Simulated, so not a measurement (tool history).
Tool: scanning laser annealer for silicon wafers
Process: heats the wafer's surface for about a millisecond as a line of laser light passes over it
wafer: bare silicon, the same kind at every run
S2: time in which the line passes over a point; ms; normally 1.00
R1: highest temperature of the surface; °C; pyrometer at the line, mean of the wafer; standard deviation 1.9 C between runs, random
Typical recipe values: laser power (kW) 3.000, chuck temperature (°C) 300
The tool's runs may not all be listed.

Run 1, hour 0.0: usual settings. Result: R1 1083 °C.
Run 2, hour 17.8: usual settings. Result: R1 1084 °C.
Run 3, hour 29.8: usual settings. Result: R1 1083 °C.
Run 4, hour 46.0: usual settings. Result: R1 1080 °C.
Run 5, hour 56.9: usual settings. Result: R1 1078 °C.
Run 6, hour 69.8: usual settings. Result: R1 1080 °C.
Run 7, hour 86.1: usual settings. Result: R1 1081 °C.
Run 8, hour 94.8: usual settings but laser power (kW) 3.144. Result: R1 1129 °C.
Run 9, hour 118.5: usual settings. Result: R1 1077 °C.
Run 10, hour 129.5: usual settings but chuck temperature (°C) 269. Result: R1 1042 °C.
Run 11, hour 145.4: usual settings but chuck temperature (°C) 269. Result: R1 1043 °C.
Run 12, hour 158.9: usual settings but chuck temperature (°C) 269. Result: R1 1043 °C.
Run 13, hour 172.1: usual settings but chuck temperature (°C) 269. Result: R1 1046 °C.
Run 14, hour 181.4: usual settings but chuck temperature (°C) 269. Result: R1 1043 °C.
Run 15, hour 204.6: usual settings but laser power (kW) 2.865. Result: R1 1046 °C.
Run 16, hour 214.9: usual settings but laser power (kW) 2.865. Result: R1 1047 °C.
Run 17, hour 232.1: usual settings but laser power (kW) 2.865. Result: R1 1046 °C.
Run 18, hour 251.0: usual settings but laser power (kW) 2.990. Result: R1 1086 °C.
Run 19, hour 260.4: usual settings but laser power (kW) 2.990. Result: R1 1085 °C.
Run 20, hour 276.1: usual settings. Result: R1 1087 °C.
Run 21, hour 286.9: usual settings. Result: R1 1087 °C.
Run 22, hour 302.9: usual settings but laser power (kW) 3.219, chuck temperature (°C) 325. Result: R1 1186 °C.
Run 23, hour 314.2: usual settings but chuck temperature (°C) 297. Result: R1 1083 °C.
Run 24, hour 323.9: usual settings but S2 1.15 ms, chuck temperature (°C) 297. Result: R1 1143 °C.
Run 25, hour 339.2: usual settings but S2 1.18 ms. Result: R1 1156 °C.
Run 26, hour 349.9: usual settings but S2 1.18 ms. Result: R1 1155 °C.
Run 27, hour 362.7: usual settings but laser power (kW) 3.009, S2 0.90 ms, chuck temperature (°C) 269. Result: R1 1011 °C.
Run 28, hour 376.2: usual settings but laser power (kW) 2.702, chuck temperature (°C) 268. Result: R1 955 °C.
Run 29, hour 386.6: usual settings but laser power (kW) 2.620, S2 0.99 ms. Result: R1 963 °C.
Run 30, hour 394.7: usual settings but laser power (kW) 2.609, S2 1.23 ms, chuck temperature (°C) 287. Result: R1 1017 °C.
Run 31, hour 409.7: usual settings but laser power (kW) 2.841. Result: R1 1031 °C.
Run 32, hour 427.9: usual settings but laser power (kW) 3.051, S2 0.71 ms, chuck temperature (°C) 265. Result: R1 932 °C.
Run 33, hour 440.3: usual settings but laser power (kW) 3.071, S2 1.24 ms, chuck temperature (°C) 292. Result: R1 1190 °C.
Run 34, hour 452.5: usual settings but laser power (kW) 2.783, S2 0.73 ms, chuck temperature (°C) 271. Result: R1 873 °C.
Run 35, hour 469.5: usual settings but laser power (kW) 2.783, S2 0.73 ms, chuck temperature (°C) 271. Result: R1 872 °C.
Run 36, hour 480.8: usual settings but laser power (kW) 2.947, S2 1.17 ms, chuck temperature (°C) 287. Result: R1 1111 °C.
Run 37, hour 499.8: usual settings but laser power (kW) 2.931, S2 1.14 ms, chuck temperature (°C) 307. Result: R1 1115 °C.
Run 38, hour 519.3: usual settings but chuck temperature (°C) 287. Result: R1 1063 °C.
Run 39, hour 534.5: usual settings but laser power (kW) 3.068, S2 0.90 ms, chuck temperature (°C) 287. Result: R1 1046 °C.
Run 40, hour 547.8: usual settings but laser power (kW) 3.131, chuck temperature (°C) 290. Result: R1 1112 °C.
Run 41, hour 566.3: usual settings but laser power (kW) 3.131, chuck temperature (°C) 290. Result: R1 1111 °C.
Run 42, hour 574.4: usual settings but laser power (kW) 2.912, chuck temperature (°C) 294. Result: R1 1038 °C.

Withheld: 2 entries from between the runs. Position of each, and hidden state at the listed run before versus the listed run after:
After run 8, before run 9: optics aligned, line set to its width (hour 108.4)
  light that passes the window, % of a clean one's: 99.46 -> 99.4; width of the line over the set one, %: 2.81 -> 3.41
  difference, measured minus the result without the unlogged condition, R1: -21 -> -25 °C
After run 14, before run 15: optics aligned, line set to its width, once more (hour 194.8)
  light that passes the window, % of a clean one's: 99.2 -> 99.15; width of the line over the set one, %: 3.48 -> 0.32
  difference, measured minus the result without the unlogged condition, R1: -27 -> -9 °C
